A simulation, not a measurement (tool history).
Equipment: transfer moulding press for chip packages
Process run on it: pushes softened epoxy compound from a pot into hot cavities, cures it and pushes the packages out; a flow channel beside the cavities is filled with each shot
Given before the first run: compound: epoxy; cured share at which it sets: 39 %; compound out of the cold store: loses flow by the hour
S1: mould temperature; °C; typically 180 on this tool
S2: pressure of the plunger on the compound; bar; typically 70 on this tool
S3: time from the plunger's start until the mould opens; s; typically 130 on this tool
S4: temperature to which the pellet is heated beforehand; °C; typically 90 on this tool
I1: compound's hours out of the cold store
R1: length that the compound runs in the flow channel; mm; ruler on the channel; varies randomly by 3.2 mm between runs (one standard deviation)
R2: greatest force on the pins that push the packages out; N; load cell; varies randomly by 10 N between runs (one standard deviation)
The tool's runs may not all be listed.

run 1 hour=0 | S1=180 S2=70 S3=130 S4=90 | I1=40.3 | R1=648 R2=750
-- hour=37.4 cavities cleaned with cleaning compound and waxed
run 2 hour=49.7 | S1=180 S2=70 S3=130 S4=90 | I1=18.8 | R1=695 R2=587
run 3 hour=108.7 | S1=180 S2=70 S3=130 S4=90 | I1=9.5 | R1=715 R2=904
-- hour=118.4 cavities cleaned with cleaning compound and waxed
run 4 hour=170 | S1=180 S2=70 S3=130 S4=90 | I1=29.8 | R1=662 R2=803
-- hour=200.8 cavities cleaned with cleaning compound and waxed
run 5 hour=214.2 | S1=180 S2=70 S3=130 S4=90 | I1=37.1 | R1=643 R2=557
run 6 hour=243.1 | S1=180 S2=70 S3=130 S4=90 | I1=39.2 | R1=641 R2=762
-- hour=284 cavities cleaned with cleaning compound and waxed
run 7 hour=302.1 | S1=180 S2=70 S3=130 S4=90 | I1=16.9 | R1=686 R2=633
run 8 hour=353.2 | S1=180 S2=70 S3=130 S4=90 | I1=32 | R1=645 R2=839
-- hour=363.6 cavities cleaned with cleaning compound and waxed
run 9 hour=414.8 | S1=180 S2=70 S3=159 S4=90 | I1=26.4 | R1=665 R2=752
-- hour=444.3 cavities cleaned with cleaning compound and waxed
run 10 hour=479.2 | S1=180 S2=70 S3=130 S4=90 | I1=42.3 | R1=631 R2=713
run 11 hour=519.9 | S1=180 S2=70 S3=130 S4=90 | I1=18.1 | R1=676 R2=900
-- hour=524.1 cavities cleaned with cleaning compound and waxed
-- hour=530.4 mould's thermocouples calibrated
run 12 hour=565.7 | S1=180 S2=70 S3=130 S4=90 | I1=47.1 | R1=608 R2=708
run 13 hour=598.9 | S1=180 S2=55.8 S3=130 S4=90 | I1=39.8 | R1=555 R2=860
-- hour=604.8 cavities cleaned with cleaning compound and waxed
run 14 hour=644.6 | S1=180 S2=55.8 S3=130 S4=90 | I1=8.4 | R1=622 R2=740
-- hour=688.3 cavities cleaned with cleaning compound and waxed
-- hour=714 plunger's sealing rings changed
run 15 hour=714 | S1=180 S2=55.8 S3=130 S4=90 | I1=37.9 | R1=588 R2=653
run 16 hour=754.3 | S1=180 S2=55.8 S3=169 S4=92 | I1=35.2 | R1=594 R2=767
-- hour=773.3 cavities cleaned with cleaning compound and waxed
run 17 hour=782.5 | S1=180 S2=55.8 S3=143 S4=86 | I1=8.2 | R1=649 R2=553
run 18 hour=845.8 | S1=180 S2=55.8 S3=143 S4=86 | I1=28.7 | R1=607 R2=835
-- hour=853.3 cavities cleaned with cleaning compound and waxed
run 19 hour=891 | S1=180 S2=55.8 S3=143 S4=86 | I1=27 | R1=602 R2=689
run 20 hour=922.8 | S1=180 S2=55.1 S3=143 S4=86 | I1=35 | R1=582 R2=786
-- hour=934.3 cavities cleaned with cleaning compound and waxed
run 21 hour=988.4 | S1=174 S2=55.1 S3=143 S4=81 | I1=10.6 | R1=651 R2=941
-- hour=1017.2 cavities cleaned with cleaning compound and waxed
run 22 hour=1042.6 | S1=182 S2=70 S3=131 S4=90 | I1=9 | R1=703 R2=640
run 23 hour=1079.1 | S1=182 S2=71.1 S3=130 S4=90 | I1=30 | R1=655 R2=792
-- hour=1099.2 cavities cleaned with cleaning compound and waxed
run 24 hour=1139 | S1=182 S2=68.7 S3=139 S4=90 | I1=17.9 | R1=673 R2=685
-- hour=1180.9 cavities cleaned with cleaning compound and waxed
run 25 hour=1187.3 | S1=175 S2=83.3 S3=130 S4=94 | I1=16.1 | R1=781 R2=696
run 26 hour=1221.6 | S1=175 S2=83.3 S3=141 S4=93 | I1=18.1 | R1=769 R2=834
-- hour=1262.2 cavities cleaned with cleaning compound and waxed
run 27 hour=1263.5 | S1=175 S2=83.3 S3=134 S4=93 | I1=19.5 | R1=762 R2=615

Branching from run 27: 4 alternative next runs. What would each branch give?
run A hour=1320.3 | S1=180 S2=65.1 S3=152 S4=90 | I1=17 | R1=? R2=?
run B hour=1320.3 | S1=180 S2=70 S3=130 S4=96 | I1=32.9 | R1=? R2=?
run C hour=1320.3 | S1=181 S2=83.3 S3=159 S4=98 | I1=45.2 | R1=? R2=?
run D hour=1320.3 | S1=175 S2=83.3 S3=134 S4=89 | I1=43.8 | R1=? R2=?

run=A R1=661 R2=759
run=B R1=647 R2=857
run=C R1=676 R2=735
run=D R1=700 R2=987
With no hidden state in the tool, these same runs would have given:
run=A R1=683 R2=439
run=B R1=668 R2=495
run=C R1=698 R2=425
run=D R1=723 R2=571

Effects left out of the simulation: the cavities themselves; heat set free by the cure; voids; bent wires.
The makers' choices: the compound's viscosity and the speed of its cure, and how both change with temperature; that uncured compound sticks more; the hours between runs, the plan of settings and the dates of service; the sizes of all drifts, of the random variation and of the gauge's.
